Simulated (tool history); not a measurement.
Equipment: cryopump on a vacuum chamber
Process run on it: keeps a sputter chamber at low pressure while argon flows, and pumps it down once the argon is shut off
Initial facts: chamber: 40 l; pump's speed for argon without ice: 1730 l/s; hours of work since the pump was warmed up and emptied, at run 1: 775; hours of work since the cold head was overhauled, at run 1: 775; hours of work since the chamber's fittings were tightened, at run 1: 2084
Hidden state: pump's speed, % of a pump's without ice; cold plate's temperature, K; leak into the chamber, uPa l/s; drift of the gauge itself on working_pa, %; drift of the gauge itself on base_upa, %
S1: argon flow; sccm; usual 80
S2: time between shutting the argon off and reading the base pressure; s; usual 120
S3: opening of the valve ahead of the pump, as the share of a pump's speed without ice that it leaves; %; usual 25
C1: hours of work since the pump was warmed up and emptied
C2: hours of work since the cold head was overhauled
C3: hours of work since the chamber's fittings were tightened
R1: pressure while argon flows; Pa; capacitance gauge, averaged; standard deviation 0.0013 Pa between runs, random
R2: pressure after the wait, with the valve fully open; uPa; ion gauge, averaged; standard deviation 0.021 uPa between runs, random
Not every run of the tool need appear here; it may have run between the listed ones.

Run 1, hour 0.0: usual settings; C1 775; C2 775; C3 2084. Result: R1 0.3464 Pa, R2 1.83 uPa.
Run 2, hour 41.0: usual settings but S2 86 s; C1 793; C2 793; C3 2102. Result: R1 0.3463 Pa, R2 2.03 uPa.
Run 3, hour 86.1: usual settings but S2 37 s; C1 813; C2 813; C3 2121. Result: R1 0.3477 Pa, R2 2.67 uPa.
Run 4, hour 119.8: usual settings; C1 827; C2 827; C3 2136. Result: R1 0.3476 Pa, R2 1.95 uPa.
Run 5, hour 143.8: usual settings; C1 838; C2 838; C3 2146. Result: R1 0.3487 Pa, R2 1.91 uPa.
At hour 170.1: pump warmed up, emptied and cooled again.
Run 6, hour 195.7: usual settings; C1 11; C2 858; C3 2167. Result: R1 0.3164 Pa, R2 1.46 uPa.
Run 7, hour 223.7: usual settings; C1 23; C2 870; C3 2179. Result: R1 0.3148 Pa, R2 1.49 uPa.
Run 8, hour 252.7: usual settings but S1 93 sccm; C1 36; C2 883; C3 2191. Result: R1 0.3642 Pa, R2 1.49 uPa.
Run 9, hour 274.5: usual settings but S1 93 sccm; C1 45; C2 892; C3 2201. Result: R1 0.3663 Pa, R2 1.51 uPa.
Run 10, hour 306.3: usual settings but S1 93 sccm; C1 59; C2 906; C3 2215. Result: R1 0.3669 Pa, R2 1.52 uPa.
Run 11, hour 346.3: usual settings but S1 151 sccm, S3 43 %; C1 76; C2 923; C3 2232. Result: R1 0.3517 Pa, R2 1.53 uPa.
Run 12, hour 372.3: usual settings but S1 131 sccm, S2 37 s, S3 39 %; C1 88; C2 935; C3 2243. Result: R1 0.3378 Pa, R2 2.36 uPa.
At hour 409.5: leaking fittings of the chamber tightened, without venting.
Run 13, hour 414.0: usual settings but S1 100 sccm, S2 57 s, S3 18 %; C1 105; C2 952; C3 2. Result: R1 0.5486 Pa, R2 0.91 uPa.

Run 14 is up next; what results do you expect?
Run 14, hour 456.9: usual settings but S1 100 sccm, S2 57 s, S3 18 %; C1 124; C2 971; C3 21. Result: R1 ?, R2 ?.

Run 14 measured R1 0.5520 Pa, R2 0.91 uPa.
If the tool had no hidden condition, the same run with the same run-to-run variation would have returned R1 0.5449 Pa, R2 0.88 uPa.
